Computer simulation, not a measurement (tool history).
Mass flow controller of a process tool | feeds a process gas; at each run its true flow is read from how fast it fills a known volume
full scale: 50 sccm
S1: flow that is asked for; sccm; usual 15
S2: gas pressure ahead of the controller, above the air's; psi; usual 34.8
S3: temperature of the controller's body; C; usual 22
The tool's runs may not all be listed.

Run 1, day 0.000: usual settings. Result: true flow (%) 98.73.
Run 2, day 6.929: usual settings. Result: true flow (%) 98.77.
Run 3, day 12.942: usual settings. Result: true flow (%) 98.76.
Run 4, day 23.858: usual settings. Result: true flow (%) 98.96.
Run 5, day 30.754: usual settings. Result: true flow (%) 98.95.
Run 6, day 40.588: usual settings. Result: true flow (%) 99.11.
Run 7, day 53.100: usual settings. Result: true flow (%) 99.18.
Run 8, day 62.712: usual settings but S1 8 sccm, S2 22.0 psi, S3 24 C. Result: true flow (%) 98.48.

Forecast run 9:
Run 9, day 74.896: usual settings but S1 12 sccm, S3 29 C. Result: true flow (%) ?.

Run 9 gave true flow (%) 99.03.
Without the tool's hidden state the same run would have given true flow (%) 98.17.
